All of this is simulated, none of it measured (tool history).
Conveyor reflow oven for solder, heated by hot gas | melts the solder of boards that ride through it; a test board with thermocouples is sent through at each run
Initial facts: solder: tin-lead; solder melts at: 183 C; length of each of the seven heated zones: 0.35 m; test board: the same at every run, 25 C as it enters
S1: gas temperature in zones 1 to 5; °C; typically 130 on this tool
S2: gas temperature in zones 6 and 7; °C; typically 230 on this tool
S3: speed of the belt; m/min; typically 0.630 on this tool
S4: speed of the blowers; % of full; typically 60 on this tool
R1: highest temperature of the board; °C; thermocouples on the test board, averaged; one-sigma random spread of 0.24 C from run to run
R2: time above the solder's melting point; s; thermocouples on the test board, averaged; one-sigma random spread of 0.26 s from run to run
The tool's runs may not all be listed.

{"run": 1, "hour": 0.0, "S1": 130, "S2": 230, "S3": 0.63, "S4": 60, "R1": 208.4, "R2": 40.0}
{"run": 2, "hour": 56.7, "S1": 130, "S2": 230, "S3": 0.63, "S4": 60, "R1": 208.8, "R2": 39.8}
{"run": 3, "hour": 136.9, "S1": 130, "S2": 230, "S3": 0.63, "S4": 60, "R1": 208.6, "R2": 39.7}
{"hour": 160.9, "done": "thermocouples of zones 6 and 7 changed"}
{"run": 4, "hour": 194.0, "S1": 130, "S2": 230, "S3": 0.63, "S4": 60, "R1": 204.4, "R2": 35.7}
{"run": 5, "hour": 227.8, "S1": 130, "S2": 230, "S3": 0.63, "S4": 57, "R1": 203.0, "R2": 34.5}
{"hour": 237.6, "done": "flux residue cleaned out of gas plates and filters"}
{"run": 6, "hour": 316.7, "S1": 130, "S2": 230, "S3": 0.63, "S4": 60, "R1": 202.5, "R2": 33.8}
{"run": 7, "hour": 400.6, "S1": 139, "S2": 230, "S3": 0.555, "S4": 60, "R1": 209.8, "R2": 50.3}
{"run": 8, "hour": 448.2, "S1": 139, "S2": 230, "S3": 0.555, "S4": 60, "R1": 209.4, "R2": 50.2}
{"run": 9, "hour": 499.3, "S1": 139, "S2": 230, "S3": 0.555, "S4": 60, "R1": 209.1, "R2": 50.4}
{"run": 10, "hour": 554.8, "S1": 132, "S2": 223, "S3": 0.63, "S4": 62, "R1": 197.4, "R2": 27.5}
{"hour": 613.5, "done": "flux residue cleaned out of gas plates and filters, once more"}
{"run": 11, "hour": 614.3, "S1": 127, "S2": 233, "S3": 0.721, "S4": 87, "R1": 211.4, "R2": 37.3}

Some steps in R1, run to run, broken into two amounts with sign: the step expected even without the hidden condition (settings, incoming material, random variation), and the rest, left for the hidden condition together with whatever gauge scatter is not in both the measured and the hidden-condition-free result:
The tool's hidden condition here consists of: heat that the gas passes to the board, % of a clean oven's; belt's true speed, % of the reading; true gas temperature in zones 6 and 7 over the reading, C; drift of the gauge itself on peak_c, C; drift of the gauge itself on liquid_s, %.
Run 10 -> 11: S1 132 -> 127, S2 223 -> 233, S3 0.630 -> 0.721, S4 62 -> 87, flux residue cleaned out of gas plates and filters, once more. R1 +14.0 °C: hidden state +5.6, all else +8.4.

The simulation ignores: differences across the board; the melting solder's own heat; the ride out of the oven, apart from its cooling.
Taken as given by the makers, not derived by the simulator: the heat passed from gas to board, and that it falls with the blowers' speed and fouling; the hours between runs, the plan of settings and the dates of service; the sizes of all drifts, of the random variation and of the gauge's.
